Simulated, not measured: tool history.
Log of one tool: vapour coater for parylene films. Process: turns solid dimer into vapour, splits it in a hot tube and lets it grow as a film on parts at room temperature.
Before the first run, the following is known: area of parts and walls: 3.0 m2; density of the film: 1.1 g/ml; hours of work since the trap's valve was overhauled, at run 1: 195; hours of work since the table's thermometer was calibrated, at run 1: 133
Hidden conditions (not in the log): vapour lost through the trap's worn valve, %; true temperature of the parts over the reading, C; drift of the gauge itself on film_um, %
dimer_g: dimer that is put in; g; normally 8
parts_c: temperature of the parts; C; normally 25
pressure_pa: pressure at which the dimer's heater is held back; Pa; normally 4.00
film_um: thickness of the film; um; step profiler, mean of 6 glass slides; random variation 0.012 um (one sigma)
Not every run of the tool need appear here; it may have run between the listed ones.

run,hour,dimer_g,parts_c,pressure_pa,hours of work since the trap's valve was overhauled,hours of work since the table's thermometer was calibrated,film_um
1,0.0,8,25,4.00,195,133,1.28
2,21.4,8,25,4.00,211,149,1.25
3,36.4,8,25,4.00,222,160,1.25
4,46.0,8,25,4.00,229,167,1.25
5,62.3,8,25,4.00,241,179,1.24
# hour 70.0: trap's valve overhauled
6,75.0,8,25,4.00,4,185,1.15
7,85.5,8,25,4.00,11,193,1.16
8,103.6,8,25,6.60,25,206,1.09
9,113.8,11,25,2.66,32,213,1.65
10,128.9,8,28,4.03,43,225,1.10
11,144.6,8,28,4.03,55,236,1.06
12,161.6,8,28,4.03,67,248,1.07
# hour 168.2: trap's valve overhauled, once more
13,174.7,8,30,8.68,5,255,1.18
14,193.1,8,30,11.60,18,269,1.16
15,214.5,5,24,2.20,34,284,0.91
16,232.1,4,23,2.87,47,297,0.73

Below, each run's measurement less what the same run would have read without the hidden state. Both values contain the same run-to-run variation, but the gauge's scatter may not be the same in both:
run,film_um
1,-0.11
2,-0.13
3,-0.12
4,-0.13
5,-0.14
6,-0.23
7,-0.23
8,-0.22
9,-0.34
10,-0.23
11,-0.23
12,-0.24
13,-0.01
14,-0.01
15,-0.02
16,-0.01
